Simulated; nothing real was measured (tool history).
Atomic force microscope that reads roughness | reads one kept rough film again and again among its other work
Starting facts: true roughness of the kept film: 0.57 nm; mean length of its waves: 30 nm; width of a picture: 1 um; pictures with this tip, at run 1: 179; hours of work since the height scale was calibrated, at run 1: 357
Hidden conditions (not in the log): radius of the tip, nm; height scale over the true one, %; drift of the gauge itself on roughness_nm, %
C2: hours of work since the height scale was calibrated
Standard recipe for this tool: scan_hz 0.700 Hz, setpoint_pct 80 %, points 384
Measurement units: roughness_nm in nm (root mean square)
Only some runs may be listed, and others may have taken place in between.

run 1 hour=0.0 | scan_hz=0.700 setpoint_pct=80 points=384 | pictures_with_this_tip=179 C2=357 | roughness_nm=0.520
run 2 hour=20.5 | scan_hz=0.700 setpoint_pct=80 points=477 | pictures_with_this_tip=202 C2=367 | roughness_nm=0.521
run 3 hour=32.0 | scan_hz=0.700 setpoint_pct=80 points=269 | pictures_with_this_tip=215 C2=373 | roughness_nm=0.521
run 4 hour=48.5 | scan_hz=0.700 setpoint_pct=80 points=384 | pictures_with_this_tip=233 C2=382 | roughness_nm=0.519
run 5 hour=63.5 | scan_hz=0.700 setpoint_pct=80 points=384 | pictures_with_this_tip=250 C2=390 | roughness_nm=0.525
run 6 hour=73.0 | scan_hz=2.347 setpoint_pct=80 points=384 | pictures_with_this_tip=261 C2=395 | roughness_nm=0.455
run 7 hour=91.5 | scan_hz=2.347 setpoint_pct=80 points=384 | pictures_with_this_tip=281 C2=405 | roughness_nm=0.455
run 8 hour=109.2 | scan_hz=1.054 setpoint_pct=80 points=384 | pictures_with_this_tip=301 C2=414 | roughness_nm=0.504
-- hour=114.5 new tip fitted
run 9 hour=128.3 | scan_hz=1.054 setpoint_pct=80 points=384 | pictures_with_this_tip=15 C2=424 | roughness_nm=0.505

What will run 10 give?
run 10 hour=137.2 | scan_hz=0.616 setpoint_pct=78 points=574 | pictures_with_this_tip=25 C2=428 | roughness_nm=?

{"run 10": {"roughness_nm": 0.536}}
Without the tool's hidden state the same run would have given roughness_nm 0.536 nm (root mean square).
